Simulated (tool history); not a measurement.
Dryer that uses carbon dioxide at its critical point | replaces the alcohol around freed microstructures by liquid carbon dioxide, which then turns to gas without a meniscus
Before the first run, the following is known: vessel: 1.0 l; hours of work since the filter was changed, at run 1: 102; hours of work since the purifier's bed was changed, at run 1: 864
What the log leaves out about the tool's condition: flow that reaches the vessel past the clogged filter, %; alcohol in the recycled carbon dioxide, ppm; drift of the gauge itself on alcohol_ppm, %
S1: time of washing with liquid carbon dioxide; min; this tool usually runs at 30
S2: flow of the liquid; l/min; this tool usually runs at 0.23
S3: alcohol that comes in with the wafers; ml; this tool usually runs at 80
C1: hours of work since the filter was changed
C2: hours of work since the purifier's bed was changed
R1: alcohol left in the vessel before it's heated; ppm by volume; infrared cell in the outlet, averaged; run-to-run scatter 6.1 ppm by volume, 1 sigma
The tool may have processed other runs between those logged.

Run 1, hour 0: usual settings; C1 102; C2 864. Result: R1 463 ppm by volume.
Run 2, hour 28.8: usual settings but S3 65 ml; C1 113; C2 875. Result: R1 416 ppm by volume.
Run 3, hour 92.9: usual settings but S2 0.2 l/min; C1 139; C2 901. Result: R1 879 ppm by volume.
Run 4, hour 138.5: usual settings but S2 0.304 l/min; C1 157; C2 919. Result: R1 214 ppm by volume.
Run 5, hour 193.1: usual settings but S3 26 ml; C1 179; C2 941. Result: R1 284 ppm by volume.
Run 6, hour 222.9: usual settings but S3 26 ml; C1 190; C2 952. Result: R1 301 ppm by volume.
Run 7, hour 250.8: usual settings but S3 26 ml; C1 202; C2 964. Result: R1 310 ppm by volume.
Run 8, hour 280.1: usual settings but S3 26 ml; C1 213; C2 975. Result: R1 303 ppm by volume.
Run 9, hour 316.8: usual settings but S1 33 min, S2 0.226 l/min, S3 62 ml; C1 228; C2 990. Result: R1 414 ppm by volume.
Run 10, hour 379.5: usual settings but S1 44 min, S2 0.205 l/min, S3 46 ml; C1 253; C2 1015. Result: R1 235 ppm by volume.
Run 11, hour 430.5: usual settings but S1 19 min, S3 84 ml; C1 273; C2 1035. Result: R1 3816 ppm by volume.
Run 12, hour 489.7: usual settings but S1 19 min, S2 0.34 l/min, S3 64 ml; C1 297; C2 1059. Result: R1 771 ppm by volume.
At hour 524.4: inlet filter changed.
Run 13, hour 541.8: usual settings but S1 19 min, S2 0.187 l/min, S3 64 ml; C1 7; C2 1079. Result: R1 3558 ppm by volume.
Run 14, hour 600.1: usual settings but S1 19 min, S2 0.187 l/min, S3 64 ml; C1 30; C2 1102. Result: R1 3578 ppm by volume.
Run 15, hour 648.2: usual settings but S1 23 min, S3 41 ml; C1 49; C2 1121. Result: R1 730 ppm by volume.
At hour 678.4: purifier's bed changed.
Run 16, hour 683: usual settings but S1 23 min, S3 41 ml; C1 62; C2 2. Result: R1 562 ppm by volume.

Alternative continuations, all from the tool just after run 16; predict every row:
Run A, hour 747.6: usual settings but S1 19 min, S2 0.195 l/min, S3 102 ml; C1 88; C2 28. Result: R1 ?.
Run B, hour 747.6: usual settings but S1 39 min, S2 0.221 l/min; C1 88; C2 28. Result: R1 ?.
Run C, hour 747.6: usual settings but S1 23 min, S3 42 ml; C1 88; C2 28. Result: R1 ?.
Run D, hour 747.6: usual settings but S1 28 min, S2 0.242 l/min, S3 33 ml; C1 88; C2 28. Result: R1 ?.
Run E, hour 747.6: usual settings but S1 28 min, S2 0.141 l/min, S3 23 ml; C1 88; C2 28. Result: R1 ?.

run    R1
  A  5308
  B    93
  C   615
  D   154
  E  1044
What these runs would have given with no unlogged condition in the tool:
run    R1
  A  4501
  B    63
  C   483
  D   112
  E   876
